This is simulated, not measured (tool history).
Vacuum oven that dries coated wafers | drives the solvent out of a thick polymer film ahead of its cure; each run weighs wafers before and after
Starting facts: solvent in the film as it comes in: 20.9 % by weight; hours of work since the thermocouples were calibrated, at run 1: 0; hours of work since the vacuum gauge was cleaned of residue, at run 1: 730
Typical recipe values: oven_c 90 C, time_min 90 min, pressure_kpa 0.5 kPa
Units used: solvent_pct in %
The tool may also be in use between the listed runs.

run,day,oven_c,time_min,pressure_kpa,hours of work since the thermocouples were calibrated,hours of work since the vacuum gauge was cleaned of residue,solvent_pct
1,0,90,90,0.5,0,730,3.88
2,1.129,90,90,0.5,18,748,4.01
3,2.021,90,90,0.5,32,762,3.97
4,2.746,90,90,0.5,43,773,3.87
5,3.662,90,90,0.5,57,787,3.93
6,4.667,90,90,0.5,73,803,3.89
7,5.812,90,90,0.5,91,821,3.91
8,6.858,90,90,0.5,107,837,3.87
9,7.45,90,90,0.5,116,846,3.87
10,8.217,94,90,0.5,128,858,2.44
# day 8.4: oven's thermocouples calibrated
11,8.871,94,90,0.536,7,867,2.5
12,9.879,81,90,0.5,23,883,7.68
13,10.471,90,90,1.039,32,892,4.12
14,11.362,90,137,1.039,46,906,2.36
15,11.962,90,137,1.039,56,915,2.3
16,12.75,90,90,0.551,68,928,3.92
17,13.604,90,90,0.551,81,941,3.83
18,14.492,90,90,0.551,95,955,3.78

What will run 19 give?
19,15.604,90,90,0.551,112,972,?

{"run 19": {"solvent_pct": 3.81}}
With the hidden condition absent and the run-to-run variation left alone, this run would have shown solvent_pct 3.99 %.
